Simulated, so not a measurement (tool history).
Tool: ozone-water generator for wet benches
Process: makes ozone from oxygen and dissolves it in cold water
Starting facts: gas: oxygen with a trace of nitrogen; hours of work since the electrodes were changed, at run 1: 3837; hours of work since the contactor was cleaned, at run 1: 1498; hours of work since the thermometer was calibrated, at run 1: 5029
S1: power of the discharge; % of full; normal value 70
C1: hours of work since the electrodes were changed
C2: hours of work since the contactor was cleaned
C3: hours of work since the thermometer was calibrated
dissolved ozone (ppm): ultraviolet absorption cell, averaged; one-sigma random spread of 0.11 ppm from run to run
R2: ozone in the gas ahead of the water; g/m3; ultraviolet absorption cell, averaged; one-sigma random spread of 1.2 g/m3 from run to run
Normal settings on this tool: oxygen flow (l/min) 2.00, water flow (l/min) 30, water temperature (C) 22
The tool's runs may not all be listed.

run 1 hour=0.0 | S1=70 oxygen_flow_(l/min)=2.00 water_flow_(l/min)=30 water_temperature_(C)=22 | C1=3837 C2=1498 C3=5029 | dissolved_ozone_(ppm)=5.5 R2=181.1
-- hour=78.8 water thermometer calibrated
run 2 hour=169.4 | S1=70 oxygen_flow_(l/min)=2.00 water_flow_(l/min)=30 water_temperature_(C)=22 | C1=3985 C2=1646 C3=79 | dissolved_ozone_(ppm)=5.6 R2=178.6
run 3 hour=260.2 | S1=70 oxygen_flow_(l/min)=2.00 water_flow_(l/min)=30 water_temperature_(C)=22 | C1=4064 C2=1725 C3=159 | dissolved_ozone_(ppm)=5.3 R2=178.7
run 4 hour=384.6 | S1=70 oxygen_flow_(l/min)=2.00 water_flow_(l/min)=30 water_temperature_(C)=22 | C1=4173 C2=1834 C3=268 | dissolved_ozone_(ppm)=5.6 R2=177.5
run 5 hour=559.7 | S1=70 oxygen_flow_(l/min)=2.00 water_flow_(l/min)=30 water_temperature_(C)=22 | C1=4326 C2=1987 C3=421 | dissolved_ozone_(ppm)=5.5 R2=175.0
run 6 hour=718.9 | S1=70 oxygen_flow_(l/min)=2.00 water_flow_(l/min)=23 water_temperature_(C)=22 | C1=4466 C2=2127 C3=560 | dissolved_ozone_(ppm)=6.9 R2=173.2
run 7 hour=845.3 | S1=70 oxygen_flow_(l/min)=2.00 water_flow_(l/min)=30 water_temperature_(C)=25 | C1=4576 C2=2237 C3=671 | dissolved_ozone_(ppm)=5.2 R2=174.4
run 8 hour=919.3 | S1=70 oxygen_flow_(l/min)=2.00 water_flow_(l/min)=30 water_temperature_(C)=25 | C1=4641 C2=2302 C3=736 | dissolved_ozone_(ppm)=5.4 R2=173.2
run 9 hour=1011.8 | S1=70 oxygen_flow_(l/min)=2.00 water_flow_(l/min)=24 water_temperature_(C)=22 | C1=4722 C2=2383 C3=817 | dissolved_ozone_(ppm)=6.8 R2=173.3
run 10 hour=1126.0 | S1=70 oxygen_flow_(l/min)=2.00 water_flow_(l/min)=24 water_temperature_(C)=22 | C1=4822 C2=2483 C3=917 | dissolved_ozone_(ppm)=6.4 R2=170.5
run 11 hour=1241.8 | S1=70 oxygen_flow_(l/min)=2.00 water_flow_(l/min)=21 water_temperature_(C)=22 | C1=4923 C2=2584 C3=1018 | dissolved_ozone_(ppm)=7.4 R2=169.4
run 12 hour=1328.9 | S1=70 oxygen_flow_(l/min)=2.00 water_flow_(l/min)=21 water_temperature_(C)=22 | C1=5000 C2=2661 C3=1094 | dissolved_ozone_(ppm)=7.3 R2=170.6
run 13 hour=1451.9 | S1=43 oxygen_flow_(l/min)=2.00 water_flow_(l/min)=30 water_temperature_(C)=22 | C1=5107 C2=2768 C3=1202 | dissolved_ozone_(ppm)=4.0 R2=132.0
-- hour=1501.3 contactor cleaned
run 14 hour=1527.6 | S1=43 oxygen_flow_(l/min)=2.00 water_flow_(l/min)=30 water_temperature_(C)=22 | C1=5170 C2=23 C3=1265 | dissolved_ozone_(ppm)=4.2 R2=132.6
run 15 hour=1637.9 | S1=43 oxygen_flow_(l/min)=2.00 water_flow_(l/min)=30 water_temperature_(C)=22 | C1=5267 C2=120 C3=1361 | dissolved_ozone_(ppm)=4.4 R2=129.9
run 16 hour=1763.8 | S1=43 oxygen_flow_(l/min)=2.00 water_flow_(l/min)=30 water_temperature_(C)=22 | C1=5377 C2=230 C3=1472 | dissolved_ozone_(ppm)=4.2 R2=130.6
run 17 hour=1892.1 | S1=43 oxygen_flow_(l/min)=2.00 water_flow_(l/min)=30 water_temperature_(C)=22 | C1=5489 C2=342 C3=1584 | dissolved_ozone_(ppm)=4.1 R2=130.9
run 18 hour=2023.9 | S1=43 oxygen_flow_(l/min)=2.00 water_flow_(l/min)=30 water_temperature_(C)=22 | C1=5604 C2=457 C3=1699 | dissolved_ozone_(ppm)=4.1 R2=130.9
run 19 hour=2117.6 | S1=43 oxygen_flow_(l/min)=2.00 water_flow_(l/min)=30 water_temperature_(C)=22 | C1=5686 C2=540 C3=1781 | dissolved_ozone_(ppm)=4.0 R2=128.3
run 20 hour=2203.3 | S1=43 oxygen_flow_(l/min)=2.00 water_flow_(l/min)=30 water_temperature_(C)=22 | C1=5761 C2=615 C3=1856 | dissolved_ozone_(ppm)=4.1 R2=129.4
run 21 hour=2286.5 | S1=79 oxygen_flow_(l/min)=1.33 water_flow_(l/min)=36 water_temperature_(C)=22 | C1=5834 C2=687 C3=1929 | dissolved_ozone_(ppm)=4.0 R2=214.8
run 22 hour=2358.4 | S1=92 oxygen_flow_(l/min)=2.22 water_flow_(l/min)=36 water_temperature_(C)=30 | C1=5897 C2=750 C3=1992 | dissolved_ozone_(ppm)=4.7 R2=178.3
run 23 hour=2465.9 | S1=92 oxygen_flow_(l/min)=1.14 water_flow_(l/min)=36 water_temperature_(C)=30 | C1=5991 C2=844 C3=2086 | dissolved_ozone_(ppm)=3.8 R2=248.6
run 24 hour=2622.6 | S1=92 oxygen_flow_(l/min)=1.14 water_flow_(l/min)=36 water_temperature_(C)=30 | C1=6128 C2=982 C3=2223 | dissolved_ozone_(ppm)=3.7 R2=249.1
run 25 hour=2786.7 | S1=92 oxygen_flow_(l/min)=1.14 water_flow_(l/min)=36 water_temperature_(C)=30 | C1=6272 C2=1125 C3=2367 | dissolved_ozone_(ppm)=3.7 R2=244.9
-- hour=2808.2 electrodes of the discharge changed
run 26 hour=2948.7 | S1=92 oxygen_flow_(l/min)=1.63 water_flow_(l/min)=36 water_temperature_(C)=20 | C1=123 C2=1262 C3=2503 | dissolved_ozone_(ppm)=6.1 R2=277.3
run 27 hour=3050.2 | S1=92 oxygen_flow_(l/min)=1.63 water_flow_(l/min)=31 water_temperature_(C)=20 | C1=212 C2=1351 C3=2592 | dissolved_ozone_(ppm)=7.0 R2=275.1
run 28 hour=3219.8 | S1=92 oxygen_flow_(l/min)=1.63 water_flow_(l/min)=31 water_temperature_(C)=20 | C1=360 C2=1499 C3=2741 | dissolved_ozone_(ppm)=7.0 R2=273.3
run 29 hour=3294.6 | S1=41 oxygen_flow_(l/min)=1.63 water_flow_(l/min)=47 water_temperature_(C)=20 | C1=426 C2=1565 C3=2806 | dissolved_ozone_(ppm)=2.7 R2=162.8
run 30 hour=3388.1 | S1=53 oxygen_flow_(l/min)=2.02 water_flow_(l/min)=23 water_temperature_(C)=22 | C1=508 C2=1646 C3=2888 | dissolved_ozone_(ppm)=7.0 R2=172.4
run 31 hour=3521.7 | S1=70 oxygen_flow_(l/min)=2.00 water_flow_(l/min)=26 water_temperature_(C)=22 | C1=625 C2=1763 C3=3005 | dissolved_ozone_(ppm)=7.4 R2=204.7
run 32 hour=3596.4 | S1=71 oxygen_flow_(l/min)=1.49 water_flow_(l/min)=26 water_temperature_(C)=22 | C1=690 C2=1829 C3=3070 | dissolved_ozone_(ppm)=6.8 R2=242.5

Here are 5 independent what-if runs from the current tool condition. What would each one return?
run A hour=3729.5 | S1=73 oxygen_flow_(l/min)=1.43 water_flow_(l/min)=30 water_temperature_(C)=22 | C1=806 C2=1945 C3=3187 | dissolved_ozone_(ppm)=? R2=?
run B hour=3729.5 | S1=71 oxygen_flow_(l/min)=1.49 water_flow_(l/min)=31 water_temperature_(C)=22 | C1=806 C2=1945 C3=3187 | dissolved_ozone_(ppm)=? R2=?
run C hour=3729.5 | S1=70 oxygen_flow_(l/min)=2.00 water_flow_(l/min)=30 water_temperature_(C)=28 | C1=806 C2=1945 C3=3187 | dissolved_ozone_(ppm)=? R2=?
run D hour=3729.5 | S1=70 oxygen_flow_(l/min)=2.00 water_flow_(l/min)=30 water_temperature_(C)=19 | C1=806 C2=1945 C3=3187 | dissolved_ozone_(ppm)=? R2=?
run E hour=3729.5 | S1=70 oxygen_flow_(l/min)=2.67 water_flow_(l/min)=32 water_temperature_(C)=22 | C1=806 C2=1945 C3=3187 | dissolved_ozone_(ppm)=? R2=?

run=A dissolved_ozone_(ppm)=5.6 R2=248.2
run=B dissolved_ozone_(ppm)=5.4 R2=239.1
run=C dissolved_ozone_(ppm)=6.0 R2=203.3
run=D dissolved_ozone_(ppm)=6.4 R2=205.1
run=E dissolved_ozone_(ppm)=6.2 R2=175.9
Take away the tool's hidden state, keep each run's random variation, and the runs would have read:
run=A dissolved_ozone_(ppm)=6.2 R2=256.0
run=B dissolved_ozone_(ppm)=5.9 R2=246.5
run=C dissolved_ozone_(ppm)=6.6 R2=209.5
run=D dissolved_ozone_(ppm)=7.0 R2=211.4
run=E dissolved_ozone_(ppm)=6.8 R2=181.3
